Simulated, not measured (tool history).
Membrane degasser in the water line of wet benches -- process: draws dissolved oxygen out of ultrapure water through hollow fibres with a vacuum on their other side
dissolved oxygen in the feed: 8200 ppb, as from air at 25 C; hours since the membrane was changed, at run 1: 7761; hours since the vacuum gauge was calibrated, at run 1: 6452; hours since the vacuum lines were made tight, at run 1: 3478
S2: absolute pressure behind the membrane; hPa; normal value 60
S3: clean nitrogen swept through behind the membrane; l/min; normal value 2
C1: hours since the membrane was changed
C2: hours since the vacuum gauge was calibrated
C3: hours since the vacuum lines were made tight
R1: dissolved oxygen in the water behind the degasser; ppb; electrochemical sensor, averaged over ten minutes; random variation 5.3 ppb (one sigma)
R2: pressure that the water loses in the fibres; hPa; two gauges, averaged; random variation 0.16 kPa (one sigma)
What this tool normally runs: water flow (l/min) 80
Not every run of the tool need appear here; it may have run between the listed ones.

Run 1, hour 0: usual settings; C1 7761; C2 6452; C3 3478. Result: R1 567.9 ppb, R2 299 hPa.
Run 2, hour 218.2: usual settings but S3 5.24 l/min; C1 7980; C2 6671; C3 3696. Result: R1 441.5 ppb, R2 297.4 hPa.
Run 3, hour 418.7: usual settings but S3 5.24 l/min; C1 8180; C2 6871; C3 3896. Result: R1 453.2 ppb, R2 299.3 hPa.
Run 4, hour 595.2: usual settings but S3 5.24 l/min; C1 8357; C2 7048; C3 4073. Result: R1 456.2 ppb, R2 300.6 hPa.
Run 5, hour 797.1: usual settings but S3 5.24 l/min; C1 8559; C2 7249; C3 4275. Result: R1 456.4 ppb, R2 301.8 hPa.
Run 6, hour 957.2: usual settings but S3 5.24 l/min; C1 8719; C2 7410; C3 4435. Result: R1 462.4 ppb, R2 300 hPa.
Run 7, hour 1182.9: usual settings but water flow (l/min) 69; C1 8944; C2 7635; C3 4661. Result: R1 449.8 ppb, R2 257.1 hPa.
Run 8, hour 1360: usual settings but S3 4.49 l/min; C1 9121; C2 7812; C3 4838. Result: R1 475.3 ppb, R2 298 hPa.
Run 9, hour 1577.1: usual settings; C1 9339; C2 8029; C3 5055. Result: R1 587.8 ppb, R2 298 hPa.
Run 10, hour 1780.5: usual settings; C1 9542; C2 8233; C3 5258. Result: R1 582.7 ppb, R2 297.4 hPa.
Run 11, hour 1918.6: usual settings; C1 9680; C2 8371; C3 5396. Result: R1 589.5 ppb, R2 301.5 hPa.
At hour 1975.8: vacuum gauge calibrated.
Run 12, hour 2024.4: usual settings; C1 9785; C2 49; C3 5502. Result: R1 559.9 ppb, R2 301.1 hPa.
Run 13, hour 2137.3: usual settings; C1 9898; C2 161; C3 5615. Result: R1 554.6 ppb, R2 301.7 hPa.
Run 14, hour 2360.4: usual settings; C1 10121; C2 385; C3 5838. Result: R1 565.8 ppb, R2 301.6 hPa.
Run 15, hour 2465.6: usual settings; C1 10227; C2 490; C3 5943. Result: R1 568.3 ppb, R2 302.2 hPa.
Run 16, hour 2569.3: usual settings; C1 10330; C2 593; C3 6046. Result: R1 563.3 ppb, R2 298.7 hPa.
Run 17, hour 2688.6: usual settings; C1 10450; C2 713; C3 6166. Result: R1 569.4 ppb, R2 300.4 hPa.
Run 18, hour 2859.9: usual settings but water flow (l/min) 99, S2 39 hPa, S3 2.33 l/min; C1 10621; C2 884; C3 6337. Result: R1 659.2 ppb, R2 371.7 hPa.
Run 19, hour 2978.3: usual settings but water flow (l/min) 99, S2 39 hPa, S3 2.33 l/min; C1 10739; C2 1002; C3 6456. Result: R1 653.5 ppb, R2 371.7 hPa.
Run 20, hour 3130: usual settings but water flow (l/min) 99, S2 39 hPa, S3 2.33 l/min; C1 10891; C2 1154; C3 6607. Result: R1 653.9 ppb, R2 374.8 hPa.
Run 21, hour 3296.3: usual settings but water flow (l/min) 99, S2 39 hPa, S3 2.33 l/min; C1 11057; C2 1321; C3 6774. Result: R1 660.3 ppb, R2 371.8 hPa.
Run 22, hour 3520.6: usual settings but water flow (l/min) 99, S2 39 hPa, S3 2.33 l/min; C1 11282; C2 1545; C3 6998. Result: R1 650.7 ppb, R2 375.4 hPa.
Run 23, hour 3757.2: usual settings but water flow (l/min) 60, S2 79.2 hPa, S3 2.91 l/min; C1 11518; C2 1781; C3 7234. Result: R1 364.8 ppb, R2 224.9 hPa.
Run 24, hour 3878.6: usual settings but S2 93.6 hPa, S3 5.89 l/min; C1 11640; C2 1903; C3 7356. Result: R1 537.1 ppb, R2 302.3 hPa.
Run 25, hour 3988.2: usual settings but S2 93.6 hPa, S3 5.89 l/min; C1 11749; C2 2012; C3 7465. Result: R1 544.7 ppb, R2 299.8 hPa.
Run 26, hour 4192: usual settings but S2 118.5 hPa; C1 11953; C2 2216; C3 7669. Result: R1 971.1 ppb, R2 303.7 hPa.
Run 27, hour 4291.6: usual settings but water flow (l/min) 119, S2 86.6 hPa, S3 1.35 l/min; C1 12053; C2 2316; C3 7769. Result: R1 1472.2 ppb, R2 449.6 hPa.
Run 28, hour 4482: usual settings but water flow (l/min) 119, S2 86.6 hPa, S3 1.35 l/min; C1 12243; C2 2506; C3 7959. Result: R1 1487.3 ppb, R2 449.6 hPa.
Run 29, hour 4689.6: usual settings but water flow (l/min) 49, S2 86.6 hPa, S3 4.01 l/min; C1 12451; C2 2714; C3 8167. Result: R1 229.7 ppb, R2 186.6 hPa.
Run 30, hour 4893.5: usual settings but water flow (l/min) 82, S2 63.9 hPa, S3 1.03 l/min; C1 12654; C2 2918; C3 8371. Result: R1 792.7 ppb, R2 308.6 hPa.
Run 31, hour 5122.3: usual settings but water flow (l/min) 82, S2 63.9 hPa, S3 1.03 l/min; C1 12883; C2 3147; C3 8600. Result: R1 778.9 ppb, R2 311.1 hPa.
Run 32, hour 5283.1: usual settings but water flow (l/min) 82, S2 63.9 hPa, S3 1.03 l/min; C1 13044; C2 3307; C3 8760. Result: R1 784 ppb, R2 308.6 hPa.
Run 33, hour 5379.3: usual settings but water flow (l/min) 64; C1 13140; C2 3403; C3 8857. Result: R1 383.8 ppb, R2 241.7 hPa.

Forecast each of these 3 alternatives for the next run:
Run A, hour 5515.2: usual settings but water flow (l/min) 81, S2 96.7 hPa, S3 4.64 l/min; C1 13276; C2 3539; C3 8992. Result: R1 ?, R2 ?.
Run B, hour 5515.2: usual settings but water flow (l/min) 120; C1 13276; C2 3539; C3 8992. Result: R1 ?, R2 ?.
Run C, hour 5515.2: usual settings but water flow (l/min) 64, S2 118.7 hPa; C1 13276; C2 3539; C3 8992. Result: R1 ?, R2 ?.

run      R1     R2
  A     619  305.1
  B  1138.8    455
  C   714.6  243.3
With the hidden condition removed and each run's random variation left untouched, the same runs would have given:
run      R1     R2
  A   569.3  293.1
  B  1052.2  437.3
  C   679.2  233.9

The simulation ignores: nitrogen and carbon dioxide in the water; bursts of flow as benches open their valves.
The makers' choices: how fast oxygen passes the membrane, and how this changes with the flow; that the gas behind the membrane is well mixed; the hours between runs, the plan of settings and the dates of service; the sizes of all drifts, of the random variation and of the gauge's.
